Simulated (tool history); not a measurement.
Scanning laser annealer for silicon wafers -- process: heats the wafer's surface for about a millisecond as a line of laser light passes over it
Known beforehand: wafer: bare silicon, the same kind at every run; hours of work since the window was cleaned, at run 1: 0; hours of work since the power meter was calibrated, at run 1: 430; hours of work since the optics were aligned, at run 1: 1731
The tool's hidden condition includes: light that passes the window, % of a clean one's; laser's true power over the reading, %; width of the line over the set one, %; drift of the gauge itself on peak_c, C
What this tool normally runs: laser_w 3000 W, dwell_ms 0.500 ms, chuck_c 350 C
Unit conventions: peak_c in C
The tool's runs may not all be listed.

run	hour	laser_w	dwell_ms	chuck_c	hours of work since the window was cleaned	hours of work since the power meter was calibrated	hours of work since the optics were aligned	peak_c
1	0.0	3000	0.500	350	0	430	1731	1144
2	38.9	2867	0.500	350	17	447	1748	1101
3	94.3	2867	0.500	350	41	471	1772	1097
4	157.2	3000	0.500	350	68	498	1799	1136
5	232.5	3000	0.500	350	100	531	1831	1131
6	281.6	3013	0.398	350	121	552	1853	1053
7	328.1	3013	0.398	317	141	572	1873	1018
# hour 338.2: optics aligned, line set to its width
8	396.0	3013	0.398	317	169	599	25	1009
9	461.1	3238	0.441	350	197	627	53	1138
10	500.7	3238	0.441	350	214	644	70	1139

The logged runs with the hidden state left out (each run's random variation unchanged):
run	peak_c
1	1163
2	1120
3	1118
4	1160
5	1158
6	1078
7	1044
8	1046
9	1182
10	1184
